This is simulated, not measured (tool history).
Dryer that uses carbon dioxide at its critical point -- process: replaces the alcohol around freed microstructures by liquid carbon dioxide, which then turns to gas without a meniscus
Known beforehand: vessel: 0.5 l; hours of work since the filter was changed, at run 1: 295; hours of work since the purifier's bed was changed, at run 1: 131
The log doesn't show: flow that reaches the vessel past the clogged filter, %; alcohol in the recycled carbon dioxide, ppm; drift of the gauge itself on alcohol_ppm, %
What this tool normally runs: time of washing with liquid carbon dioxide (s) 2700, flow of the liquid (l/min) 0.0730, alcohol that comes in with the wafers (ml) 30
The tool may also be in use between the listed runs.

| run | day | time of washing with liquid carbon dioxide (s) | flow of the liquid (l/min) | alcohol that comes in with the wafers (ml) | hours of work since the filter was changed | hours of work since the purifier's bed was changed | alcohol left in the vessel before it's heated (ppm by volume) |
|---|---|---|---|---|---|---|---|
| 1 | 0.000 | 2700 | 0.0730 | 30 | 295 | 131 | 241 |
| 2 | 0.442 | 2700 | 0.0730 | 30 | 299 | 135 | 238 |
| 3 | 1.104 | 1860 | 0.0730 | 30 | 305 | 141 | 1283 |
| 4 | 1.858 | 2700 | 0.0730 | 30 | 312 | 147 | 246 |
| 5 | 2.300 | 2700 | 0.0730 | 30 | 316 | 151 | 249 |
| 6 | 2.942 | 2700 | 0.1220 | 30 | 321 | 157 | 26 |
| 7 | 3.700 | 2700 | 0.1220 | 30 | 328 | 163 | 24 |
| 8 | 4.429 | 2700 | 0.0730 | 30 | 334 | 170 | 266 |
| 9 | 5.067 | 2700 | 0.0730 | 30 | 340 | 175 | 260 |
| 10 | 5.817 | 2700 | 0.0730 | 30 | 346 | 182 | 270 |
| 11 | 6.612 | 2700 | 0.0730 | 30 | 353 | 189 | 274 |
| 12 | 7.142 | 2700 | 0.0486 | 30 | 358 | 193 | 1468 |
| 13 | 7.804 | 2700 | 0.0486 | 30 | 364 | 199 | 1504 |
| 14 | 8.633 | 1800 | 0.0730 | 30 | 371 | 206 | 1639 |
| 15 | 9.175 | 1800 | 0.0730 | 30 | 375 | 211 | 1635 |
| 16 | 9.558 | 1800 | 0.0730 | 30 | 379 | 214 | 1691 |
| 17 | 10.058 | 2700 | 0.0730 | 30 | 383 | 219 | 292 |
| 18 | 10.771 | 2700 | 0.0730 | 30 | 389 | 225 | 307 |
| 19 | 11.438 | 2880 | 0.0730 | 30 | 395 | 231 | 217 |
| 20 | 11.796 | 2880 | 0.0730 | 30 | 398 | 234 | 228 |
| 21 | 12.646 | 2700 | 0.0730 | 30 | 406 | 241 | 335 |
| 22 | 13.150 | 3360 | 0.0884 | 30 | 410 | 246 | 45 |
| 23 | 13.842 | 1800 | 0.0591 | 95 | 416 | 252 | 10536 |
| 24 | 14.725 | 1800 | 0.0607 | 23 | 424 | 259 | 2343 |
|  | 15.146 | inlet filter changed |
| 25 | 15.617 | 1800 | 0.0607 | 23 | 4 | 267 | 1351 |
| 26 | 15.983 | 3960 | 0.0607 | 23 | 7 | 270 | 60 |

Expected results for the next run?
| 27 | 16.658 | 3960 | 0.0607 | 23 | 13 | 276 | ? |

alcohol left in the vessel before it's heated (ppm by volume): 52
Were there no unlogged condition in the tool, this run, its random variation unchanged, would have produced alcohol left in the vessel before it's heated (ppm by volume) 29.
